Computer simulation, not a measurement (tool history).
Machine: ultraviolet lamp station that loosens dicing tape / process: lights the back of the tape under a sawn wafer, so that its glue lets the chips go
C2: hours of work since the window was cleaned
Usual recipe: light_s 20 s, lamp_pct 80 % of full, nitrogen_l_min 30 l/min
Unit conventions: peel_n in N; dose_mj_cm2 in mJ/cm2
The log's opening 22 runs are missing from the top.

run 23 hour=1084.5 | light_s=17 lamp_pct=67 nitrogen_l_min=10 | hours_of_work_of_the_lamp=257 C2=46 | peel_n=1.495 dose_mj_cm2=305
run 24 hour=1150.0 | light_s=17 lamp_pct=67 nitrogen_l_min=10 | hours_of_work_of_the_lamp=285 C2=74 | peel_n=1.492 dose_mj_cm2=302
run 25 hour=1177.9 | light_s=11 lamp_pct=80 nitrogen_l_min=30 | hours_of_work_of_the_lamp=297 C2=86 | peel_n=1.511 dose_mj_cm2=232
run 26 hour=1227.4 | light_s=35 lamp_pct=70 nitrogen_l_min=15 | hours_of_work_of_the_lamp=318 C2=107 | peel_n=0.456 dose_mj_cm2=632
run 27 hour=1279.6 | light_s=35 lamp_pct=70 nitrogen_l_min=15 | hours_of_work_of_the_lamp=340 C2=129 | peel_n=0.468 dose_mj_cm2=636
run 28 hour=1342.1 | light_s=35 lamp_pct=70 nitrogen_l_min=18 | hours_of_work_of_the_lamp=366 C2=155 | peel_n=0.450 dose_mj_cm2=612
run 29 hour=1396.2 | light_s=35 lamp_pct=70 nitrogen_l_min=18 | hours_of_work_of_the_lamp=389 C2=178 | peel_n=0.469 dose_mj_cm2=611
run 30 hour=1436.6 | light_s=13 lamp_pct=95 nitrogen_l_min=30 | hours_of_work_of_the_lamp=407 C2=195 | peel_n=1.158 dose_mj_cm2=298
run 31 hour=1481.5 | light_s=20 lamp_pct=78 nitrogen_l_min=30 | hours_of_work_of_the_lamp=426 C2=214 | peel_n=0.877 dose_mj_cm2=381
run 32 hour=1538.0 | light_s=10 lamp_pct=78 nitrogen_l_min=28 | hours_of_work_of_the_lamp=450 C2=238 | peel_n=1.977 dose_mj_cm2=186

Here are 3 independent what-if runs from the current tool condition. What would each one return?
run A hour=1580.4 | light_s=12 lamp_pct=78 nitrogen_l_min=28 | hours_of_work_of_the_lamp=468 C2=256 | peel_n=? dose_mj_cm2=?
run B hour=1580.4 | light_s=28 lamp_pct=80 nitrogen_l_min=30 | hours_of_work_of_the_lamp=468 C2=256 | peel_n=? dose_mj_cm2=?
run C hour=1580.4 | light_s=10 lamp_pct=78 nitrogen_l_min=28 | hours_of_work_of_the_lamp=468 C2=256 | peel_n=? dose_mj_cm2=?

run=A peel_n=1.712 dose_mj_cm2=219
run=B peel_n=0.492 dose_mj_cm2=530
run=C peel_n=1.964 dose_mj_cm2=185
What these runs would have given with no unlogged condition in the tool:
run=A peel_n=1.327 dose_mj_cm2=278
run=B peel_n=0.343 dose_mj_cm2=674
run=C peel_n=1.579 dose_mj_cm2=234
